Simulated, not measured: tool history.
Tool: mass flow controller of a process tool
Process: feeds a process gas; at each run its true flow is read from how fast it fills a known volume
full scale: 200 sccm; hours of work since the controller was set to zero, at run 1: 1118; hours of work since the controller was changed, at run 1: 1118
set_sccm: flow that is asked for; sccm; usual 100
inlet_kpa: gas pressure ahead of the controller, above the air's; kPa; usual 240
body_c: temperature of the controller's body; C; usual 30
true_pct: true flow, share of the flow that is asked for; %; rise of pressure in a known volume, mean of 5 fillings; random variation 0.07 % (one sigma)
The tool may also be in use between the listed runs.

| run | hour | set_sccm | inlet_kpa | body_c | hours of work since the controller was set to zero | hours of work since the controller was changed | true_pct |
|---|---|---|---|---|---|---|---|
| 1 | 0 | 100 | 240 | 30 | 1118 | 1118 | 99.92 |
| 2 | 142.8 | 100 | 240 | 30 | 1170 | 1170 | 100.02 |
| 3 | 318.5 | 100 | 240 | 24 | 1235 | 1235 | 99.76 |
| 4 | 478.8 | 100 | 240 | 30 | 1294 | 1294 | 100.14 |
| 5 | 674.2 | 100 | 240 | 30 | 1366 | 1366 | 100.14 |
| 6 | 851.6 | 100 | 240 | 30 | 1431 | 1431 | 100.27 |
| 7 | 985.1 | 100 | 240 | 30 | 1480 | 1480 | 100.26 |
| 8 | 1128.1 | 100 | 240 | 30 | 1533 | 1533 | 100.38 |
| 9 | 1305.7 | 100 | 240 | 24 | 1598 | 1598 | 100.15 |
| 10 | 1476.6 | 100 | 240 | 30 | 1661 | 1661 | 100.29 |
| 11 | 1686.1 | 100 | 140 | 30 | 1738 | 1738 | 100.88 |
| 12 | 1783.8 | 100 | 140 | 30 | 1774 | 1774 | 100.95 |
| 13 | 1991.1 | 100 | 240 | 30 | 1850 | 1850 | 100.61 |
| 14 | 2187.2 | 27 | 240 | 30 | 1922 | 1922 | 101.82 |
| 15 | 2338.1 | 27 | 240 | 30 | 1978 | 1978 | 101.98 |
| 16 | 2491.5 | 27 | 240 | 30 | 2034 | 2034 | 102.03 |
| 17 | 2653.9 | 100 | 240 | 30 | 2094 | 2094 | 100.75 |
| 18 | 2744.9 | 100 | 240 | 30 | 2127 | 2127 | 100.73 |
| 19 | 2956.3 | 100 | 248 | 30 | 2205 | 2205 | 100.74 |
| 20 | 3081 | 100 | 248 | 30 | 2251 | 2251 | 100.73 |
| 21 | 3214.6 | 82 | 248 | 30 | 2300 | 2300 | 100.66 |
|  | 3225.3 | controller's zero set anew |
| 22 | 3383.7 | 88 | 248 | 30 | 58 | 2362 | 101.06 |
| 23 | 3479.1 | 88 | 248 | 30 | 93 | 2397 | 101.15 |
| 24 | 3590.8 | 88 | 248 | 30 | 134 | 2439 | 101.15 |
| 25 | 3691.6 | 93 | 240 | 37 | 172 | 2476 | 101.31 |
| 26 | 3833.3 | 100 | 203 | 30 | 224 | 2528 | 101.21 |
| 27 | 4047.2 | 100 | 203 | 30 | 302 | 2606 | 101.38 |
| 28 | 4137.5 | 27 | 212 | 30 | 336 | 2640 | 103.65 |
| 29 | 4290.5 | 100 | 149 | 25 | 392 | 2696 | 101.33 |
|  | 4340.6 | controller's zero set anew, once more |
| 30 | 4442.3 | 100 | 149 | 25 | 37 | 2752 | 100.28 |
| 31 | 4572 | 100 | 149 | 25 | 85 | 2799 | 100.51 |
| 32 | 4769.2 | 100 | 203 | 33 | 158 | 2872 | 100.47 |
| 33 | 4875.3 | 34 | 204 | 23 | 197 | 2911 | 99.53 |
| 34 | 5003.6 | 34 | 204 | 23 | 244 | 2958 | 99.48 |
| 35 | 5163.3 | 93 | 231 | 23 | 303 | 3017 | 99.92 |
| 36 | 5376.2 | 146 | 190 | 30 | 381 | 3095 | 101.13 |
| 37 | 5542.5 | 36 | 202 | 37 | 442 | 3156 | 100.7 |
| 38 | 5752.1 | 46 | 240 | 30 | 519 | 3234 | 100.17 |
| 39 | 5884.3 | 85 | 246 | 35 | 568 | 3282 | 100.58 |
| 40 | 5973.9 | 37 | 240 | 28 | 601 | 3315 | 100.24 |
| 41 | 6179.7 | 21 | 235 | 36 | 677 | 3391 | 101.06 |
| 42 | 6333.2 | 21 | 155 | 25 | 733 | 3447 | 101.06 |
| 43 | 6429.7 | 21 | 155 | 25 | 769 | 3483 | 101.22 |
| 44 | 6534.2 | 76 | 257 | 39 | 807 | 3521 | 100.98 |
| 45 | 6635.1 | 58 | 224 | 28 | 844 | 3558 | 100.52 |
| 46 | 6781.3 | 87 | 245 | 31 | 898 | 3612 | 100.81 |
| 47 | 6988.6 | 75 | 245 | 30 | 974 | 3688 | 100.79 |

4 ways to go on from here, each from the tool as it stands after run 47. What would each give?
| A | 7172.7 | 35 | 154 | 23 | 1042 | 3756 | ? |
| B | 7172.7 | 146 | 158 | 22 | 1042 | 3756 | ? |
| C | 7172.7 | 75 | 193 | 30 | 1042 | 3756 | ? |
| D | 7172.7 | 100 | 240 | 29 | 1042 | 3756 | ? |

| run | true_pct |
|---|---|
| A | 101 |
| B | 101.34 |
| C | 100.97 |
| D | 100.86 |
Without the tool's hidden state the same runs would have given:
| run | true_pct |
|---|---|
| A | 98.24 |
| B | 99.45 |
| C | 98.83 |
| D | 98.85 |
